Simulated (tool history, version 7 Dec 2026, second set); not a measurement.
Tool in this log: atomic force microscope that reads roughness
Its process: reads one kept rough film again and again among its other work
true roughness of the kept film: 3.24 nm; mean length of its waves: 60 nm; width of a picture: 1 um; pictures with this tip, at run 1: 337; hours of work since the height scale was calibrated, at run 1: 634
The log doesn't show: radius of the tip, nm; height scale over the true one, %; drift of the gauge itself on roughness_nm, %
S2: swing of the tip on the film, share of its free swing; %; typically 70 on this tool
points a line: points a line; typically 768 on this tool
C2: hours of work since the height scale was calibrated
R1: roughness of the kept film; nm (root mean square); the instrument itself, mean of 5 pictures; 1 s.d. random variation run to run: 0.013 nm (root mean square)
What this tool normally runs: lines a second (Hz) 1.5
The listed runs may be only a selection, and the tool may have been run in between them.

Run 1, hour 0: usual settings; pictures with this tip 337; C2 634. Result: R1 2.847 nm (root mean square).
At hour 41.2: new tip fitted.
Run 2, hour 42.9: usual settings; pictures with this tip 3; C2 654. Result: R1 3.003 nm (root mean square).
Run 3, hour 91.5: usual settings but lines a second (Hz) 0.72; pictures with this tip 73; C2 676. Result: R1 3.037 nm (root mean square).
Run 4, hour 138.6: usual settings but lines a second (Hz) 0.72; pictures with this tip 142; C2 698. Result: R1 3.03 nm (root mean square).
Run 5, hour 174.4: usual settings but lines a second (Hz) 0.72, points a line 473; pictures with this tip 193; C2 715. Result: R1 2.984 nm (root mean square).
Run 6, hour 221.5: usual settings; pictures with this tip 262; C2 737. Result: R1 2.871 nm (root mean square).
Run 7, hour 245.7: usual settings; pictures with this tip 297; C2 748. Result: R1 2.862 nm (root mean square).
Run 8, hour 277.6: usual settings; pictures with this tip 343; C2 763. Result: R1 2.837 nm (root mean square).
At hour 318.8: new tip fitted.
Run 9, hour 329.7: usual settings; pictures with this tip 16; C2 787. Result: R1 2.978 nm (root mean square).
Run 10, hour 356.8: usual settings; pictures with this tip 55; C2 800. Result: R1 2.944 nm (root mean square).
Run 11, hour 403.8: usual settings; pictures with this tip 124; C2 822. Result: R1 2.925 nm (root mean square).
Run 12, hour 433.9: usual settings; pictures with this tip 167; C2 836. Result: R1 2.913 nm (root mean square).
Run 13, hour 462.5: usual settings; pictures with this tip 209; C2 849. Result: R1 2.89 nm (root mean square).
Run 14, hour 502.5: usual settings; pictures with this tip 267; C2 868. Result: R1 2.857 nm (root mean square).
Run 15, hour 551.2: usual settings; pictures with this tip 337; C2 890. Result: R1 2.825 nm (root mean square).
Run 16, hour 586.5: usual settings but points a line 920; pictures with this tip 389; C2 907. Result: R1 2.816 nm (root mean square).
At hour 594.5: new tip fitted.
Run 17, hour 609.4: usual settings but lines a second (Hz) 1.32; pictures with this tip 21; C2 917. Result: R1 2.983 nm (root mean square).
Run 18, hour 659.7: usual settings but S2 56 %; pictures with this tip 94; C2 941. Result: R1 3.032 nm (root mean square).
Run 19, hour 703.4: usual settings but S2 56 %; pictures with this tip 158; C2 961. Result: R1 3.009 nm (root mean square).
Run 20, hour 724.3: usual settings but S2 56 %; pictures with this tip 188; C2 971. Result: R1 2.995 nm (root mean square).
Run 21, hour 769.9: usual settings but S2 56 %; pictures with this tip 254; C2 992. Result: R1 2.945 nm (root mean square).
Run 22, hour 801.6: usual settings; pictures with this tip 300; C2 1007. Result: R1 2.826 nm (root mean square).
Run 23, hour 826.6: usual settings but points a line 600; pictures with this tip 336; C2 1018. Result: R1 2.815 nm (root mean square).
Run 24, hour 847.7: usual settings but points a line 600; pictures with this tip 367; C2 1028. Result: R1 2.811 nm (root mean square).
At hour 868.8: new tip fitted.
Run 25, hour 893.2: usual settings but points a line 600; pictures with this tip 35; C2 1049. Result: R1 2.967 nm (root mean square).
Run 26, hour 934.6: usual settings but points a line 260; pictures with this tip 95; C2 1069. Result: R1 2.905 nm (root mean square).
Run 27, hour 972.6: usual settings but points a line 260; pictures with this tip 150; C2 1086. Result: R1 2.902 nm (root mean square).
Run 28, hour 1023.5: usual settings but lines a second (Hz) 1.38, points a line 438; pictures with this tip 224; C2 1110. Result: R1 2.897 nm (root mean square).
Run 29, hour 1057: usual settings but lines a second (Hz) 2.4, points a line 425; pictures with this tip 273; C2 1126. Result: R1 2.753 nm (root mean square).
Run 30, hour 1103.8: usual settings but lines a second (Hz) 3.7, S2 60 %, points a line 355; pictures with this tip 341; C2 1147. Result: R1 2.769 nm (root mean square).
Run 31, hour 1131.7: usual settings but lines a second (Hz) 0.57, S2 83 %, points a line 676; pictures with this tip 381; C2 1160. Result: R1 2.852 nm (root mean square).
At hour 1142.5: new tip fitted.
Run 32, hour 1162.3: usual settings but lines a second (Hz) 0.57, S2 83 %, points a line 676; pictures with this tip 29; C2 1174. Result: R1 2.992 nm (root mean square).
Run 33, hour 1211.6: usual settings but lines a second (Hz) 0.57, S2 83 %, points a line 676; pictures with this tip 100; C2 1197. Result: R1 2.955 nm (root mean square).
Run 34, hour 1250.9: usual settings but lines a second (Hz) 1.74, S2 77 %; pictures with this tip 157; C2 1216. Result: R1 2.785 nm (root mean square).
Run 35, hour 1288.8: usual settings but lines a second (Hz) 1.74, S2 69 %, points a line 510; pictures with this tip 212; C2 1233. Result: R1 2.837 nm (root mean square).
Run 36, hour 1330.4: usual settings but lines a second (Hz) 1.74, S2 69 %, points a line 468; pictures with this tip 273; C2 1253. Result: R1 2.849 nm (root mean square).
Run 37, hour 1373.7: usual settings but lines a second (Hz) 1.74, S2 83 %, points a line 468; pictures with this tip 335; C2 1273. Result: R1 2.626 nm (root mean square).
Run 38, hour 1411.2: usual settings but points a line 729; pictures with this tip 390; C2 1290. Result: R1 2.806 nm (root mean square).
At hour 1417.7: new tip fitted.
Run 39, hour 1450.9: usual settings but points a line 729; pictures with this tip 48; C2 1309. Result: R1 2.916 nm (root mean square).
Run 40, hour 1478.5: usual settings but points a line 729; pictures with this tip 88; C2 1322. Result: R1 2.915 nm (root mean square).
Run 41, hour 1529.5: usual settings but S2 60 %, points a line 756; pictures with this tip 162; C2 1345. Result: R1 2.956 nm (root mean square).
Run 42, hour 1569.5: usual settings but lines a second (Hz) 0.68, S2 72 %, points a line 946; pictures with this tip 220; C2 1364. Result: R1 2.938 nm (root mean square).
Run 43, hour 1603.7: usual settings but lines a second (Hz) 0.68, S2 72 %, points a line 946; pictures with this tip 270; C2 1380. Result: R1 2.94 nm (root mean square).
Run 44, hour 1651.9: usual settings but lines a second (Hz) 1.6, S2 64 %, points a line 442; pictures with this tip 339; C2 1402. Result: R1 2.855 nm (root mean square).
At hour 1693.5: new tip fitted.
Run 45, hour 1693.9: usual settings but lines a second (Hz) 3.39, S2 80 %; pictures with this tip 1; C2 1422. Result: R1 2.556 nm (root mean square).
Run 46, hour 1734.2: usual settings but lines a second (Hz) 3.51, S2 90 %; pictures with this tip 59; C2 1441. Result: R1 2.269 nm (root mean square).
Run 47, hour 1766.5: usual settings but lines a second (Hz) 1.41, S2 88 %; pictures with this tip 106; C2 1456. Result: R1 2.722 nm (root mean square).
Run 48, hour 1815.4: usual settings but lines a second (Hz) 1.41, S2 88 %; pictures with this tip 177; C2 1478. Result: R1 2.675 nm (root mean square).
Run 49, hour 1864.2: usual settings but lines a second (Hz) 2.01, S2 87 %, points a line 667; pictures with this tip 248; C2 1501. Result: R1 2.53 nm (root mean square).
Run 50, hour 1899.5: usual settings but lines a second (Hz) 0.56, S2 75 %, points a line 478; pictures with this tip 299; C2 1518. Result: R1 2.907 nm (root mean square).
Run 51, hour 1926.3: usual settings but lines a second (Hz) 3.19, S2 62 %, points a line 557; pictures with this tip 338; C2 1530. Result: R1 2.762 nm (root mean square).
Run 52, hour 1953.6: usual settings but lines a second (Hz) 2.02, S2 69 %, points a line 325; pictures with this tip 377; C2 1543. Result: R1 2.743 nm (root mean square).

Below, each run's measurement less what the same run would have read without the hidden state. Both values contain the same run-to-run variation, but the gauge's scatter may not be the same in both:
run      R1
  1  -0.163
  2   -0.03
  3  -0.065
  4  -0.097
  5  -0.118
  6  -0.144
  7  -0.158
  8  -0.178
  9   -0.04
 10  -0.058
 11  -0.089
 12  -0.107
 13  -0.125
 14  -0.151
 15  -0.178
 16  -0.199
 17  -0.041
 18  -0.075
 19  -0.105
 20  -0.121
 21  -0.149
 22  -0.164
 23  -0.179
 24  -0.193
 25  -0.053
 26  -0.078
 27  -0.102
 28  -0.136
 29  -0.152
 30  -0.179
 31  -0.204
 32  -0.052
 33  -0.085
 34  -0.106
 35  -0.134
 36  -0.159
 37  -0.175
 38  -0.212
 39  -0.068
 40  -0.087
 41  -0.121
 42  -0.146
 43  -0.169
 44  -0.194
 45  -0.047
 46  -0.062
 47  -0.094
 48  -0.124
 49  -0.146
 50  -0.192
 51  -0.197
 52  -0.212
